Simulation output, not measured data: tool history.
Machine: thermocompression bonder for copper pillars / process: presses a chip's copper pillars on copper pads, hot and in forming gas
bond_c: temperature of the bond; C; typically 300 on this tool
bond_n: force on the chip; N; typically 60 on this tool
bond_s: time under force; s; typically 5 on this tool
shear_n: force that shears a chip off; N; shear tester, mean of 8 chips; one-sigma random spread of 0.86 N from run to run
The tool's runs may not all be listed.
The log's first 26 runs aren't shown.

run	hour	bond_c	bond_n	bond_s	hours of work since the heater was calibrated	hours of work since the force cell was calibrated	hours of work since the gas filter was changed	shear_n
27	263.8	289	39	4	542	285	143	36.1
28	277.2	289	71	7	548	291	149	67.2
29	292.4	289	71	7	555	298	156	67.2
30	308.6	289	71	7	563	306	164	65.8
31	319.8	289	71	7	568	311	169	65.7
32	328.9	289	71	7	573	315	173	66.5
33	345.1	316	60	5	580	323	181	65.8
34	353.9	316	60	5	584	327	185	65.9
35	370.3	316	60	5	592	335	192	64.5
36	384.1	300	43	14	598	341	199	66.9
# hour 392.6: forming gas filter changed
37	393.4	325	55	6	602	345	0	81.8
38	407.9	306	44	5	609	352	7	55.9
39	423.7	327	44	12	617	359	15	89.2

Forecast each of these 3 alternatives for the next run:
# hour 430.6: heater calibrated with a thermocouple chip
A	441.1	302	69	5	5	367	22	?
# hour 430.6: heater calibrated with a thermocouple chip
B	441.1	306	65	5	5	367	22	?
# hour 430.6: heater calibrated with a thermocouple chip
C	441.1	289	60	8	5	367	22	?

run	shear_n
A	77.7
B	75.3
C	74.3
With no hidden state in the tool, these same runs would have given:
run	shear_n
A	79.1
B	76.7
C	75.7
